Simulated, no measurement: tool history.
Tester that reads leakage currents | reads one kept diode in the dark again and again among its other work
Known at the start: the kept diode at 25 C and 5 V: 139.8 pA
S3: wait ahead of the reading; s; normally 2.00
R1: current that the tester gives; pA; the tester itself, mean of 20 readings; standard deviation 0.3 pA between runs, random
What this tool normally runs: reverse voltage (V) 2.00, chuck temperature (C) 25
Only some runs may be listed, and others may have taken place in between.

run 1 hour=0.0 | reverse_voltage_(V)=2.00 chuck_temperature_(C)=25 S3=2.00 | R1=99.93
run 2 hour=34.7 | reverse_voltage_(V)=2.00 chuck_temperature_(C)=25 S3=2.00 | R1=99.71
run 3 hour=65.2 | reverse_voltage_(V)=2.00 chuck_temperature_(C)=25 S3=2.00 | R1=100.85
run 4 hour=114.8 | reverse_voltage_(V)=2.00 chuck_temperature_(C)=25 S3=2.00 | R1=99.83
run 5 hour=161.8 | reverse_voltage_(V)=2.00 chuck_temperature_(C)=25 S3=2.00 | R1=100.10
run 6 hour=186.2 | reverse_voltage_(V)=2.00 chuck_temperature_(C)=25 S3=2.00 | R1=99.42
run 7 hour=229.4 | reverse_voltage_(V)=2.00 chuck_temperature_(C)=25 S3=2.00 | R1=100.55
run 8 hour=262.5 | reverse_voltage_(V)=2.00 chuck_temperature_(C)=25 S3=2.00 | R1=100.03
run 9 hour=301.3 | reverse_voltage_(V)=1.44 chuck_temperature_(C)=25 S3=2.00 | R1=88.77
run 10 hour=331.9 | reverse_voltage_(V)=1.44 chuck_temperature_(C)=25 S3=6.24 | R1=88.91
run 11 hour=378.5 | reverse_voltage_(V)=2.00 chuck_temperature_(C)=25 S3=2.00 | R1=100.98
run 12 hour=407.2 | reverse_voltage_(V)=8.64 chuck_temperature_(C)=25 S3=2.00 | R1=173.00
run 13 hour=454.5 | reverse_voltage_(V)=2.00 chuck_temperature_(C)=25 S3=6.39 | R1=100.20
run 14 hour=492.1 | reverse_voltage_(V)=2.00 chuck_temperature_(C)=25 S3=6.39 | R1=99.89
run 15 hour=538.7 | reverse_voltage_(V)=2.00 chuck_temperature_(C)=25 S3=6.39 | R1=100.34
run 16 hour=589.2 | reverse_voltage_(V)=2.00 chuck_temperature_(C)=25 S3=2.00 | R1=100.19
run 17 hour=633.4 | reverse_voltage_(V)=2.00 chuck_temperature_(C)=25 S3=2.00 | R1=99.62
run 18 hour=659.7 | reverse_voltage_(V)=2.00 chuck_temperature_(C)=25 S3=2.00 | R1=100.41
run 19 hour=706.5 | reverse_voltage_(V)=2.00 chuck_temperature_(C)=25 S3=0.97 | R1=100.36
run 20 hour=729.3 | reverse_voltage_(V)=2.00 chuck_temperature_(C)=25 S3=2.00 | R1=99.93
run 21 hour=749.9 | reverse_voltage_(V)=2.01 chuck_temperature_(C)=43 S3=6.33 | R1=484.79
run 22 hour=786.8 | reverse_voltage_(V)=2.01 chuck_temperature_(C)=43 S3=6.33 | R1=484.82
run 23 hour=829.1 | reverse_voltage_(V)=3.65 chuck_temperature_(C)=25 S3=4.40 | R1=124.83
run 24 hour=872.6 | reverse_voltage_(V)=1.22 chuck_temperature_(C)=37 S3=8.00 | R1=241.40
run 25 hour=905.5 | reverse_voltage_(V)=11.44 chuck_temperature_(C)=25 S3=1.26 | R1=192.68
run 26 hour=951.0 | reverse_voltage_(V)=13.79 chuck_temperature_(C)=21 S3=6.09 | R1=140.82
run 27 hour=981.4 | reverse_voltage_(V)=1.39 chuck_temperature_(C)=25 S3=2.00 | R1=87.65
run 28 hour=1031.4 | reverse_voltage_(V)=12.39 chuck_temperature_(C)=28 S3=1.26 | R1=262.71
run 29 hour=1081.2 | reverse_voltage_(V)=12.39 chuck_temperature_(C)=28 S3=1.26 | R1=261.58
run 30 hour=1110.7 | reverse_voltage_(V)=11.12 chuck_temperature_(C)=41 S3=3.28 | R1=768.51
run 31 hour=1141.1 | reverse_voltage_(V)=2.75 chuck_temperature_(C)=26 S3=5.34 | R1=123.33
run 32 hour=1170.2 | reverse_voltage_(V)=2.75 chuck_temperature_(C)=26 S3=5.34 | R1=123.25
run 33 hour=1219.2 | reverse_voltage_(V)=2.75 chuck_temperature_(C)=26 S3=5.34 | R1=123.44
run 34 hour=1255.6 | reverse_voltage_(V)=2.75 chuck_temperature_(C)=26 S3=5.34 | R1=123.62
run 35 hour=1279.6 | reverse_voltage_(V)=8.24 chuck_temperature_(C)=25 S3=6.21 | R1=168.94
run 36 hour=1314.8 | reverse_voltage_(V)=8.24 chuck_temperature_(C)=25 S3=6.21 | R1=167.71
run 37 hour=1344.5 | reverse_voltage_(V)=2.79 chuck_temperature_(C)=26 S3=6.58 | R1=123.97
run 38 hour=1367.4 | reverse_voltage_(V)=6.60 chuck_temperature_(C)=28 S3=2.00 | R1=204.12
run 39 hour=1389.0 | reverse_voltage_(V)=6.60 chuck_temperature_(C)=28 S3=2.00 | R1=206.38

Each row is a separate what-if for the run after 39, all from the same tool condition, not one after another. Results?
run A hour=1432.1 | reverse_voltage_(V)=2.03 chuck_temperature_(C)=28 S3=2.00 | R1=?
run B hour=1432.1 | reverse_voltage_(V)=6.60 chuck_temperature_(C)=50 S3=0.45 | R1=?
run C hour=1432.1 | reverse_voltage_(V)=6.60 chuck_temperature_(C)=28 S3=2.90 | R1=?

run=A R1=131.74
run=B R1=1318.08
run=C R1=204.16
Without the tool's hidden state the same runs would have given:
run=A R1=131.67
run=B R1=1317.51
run=C R1=204.02
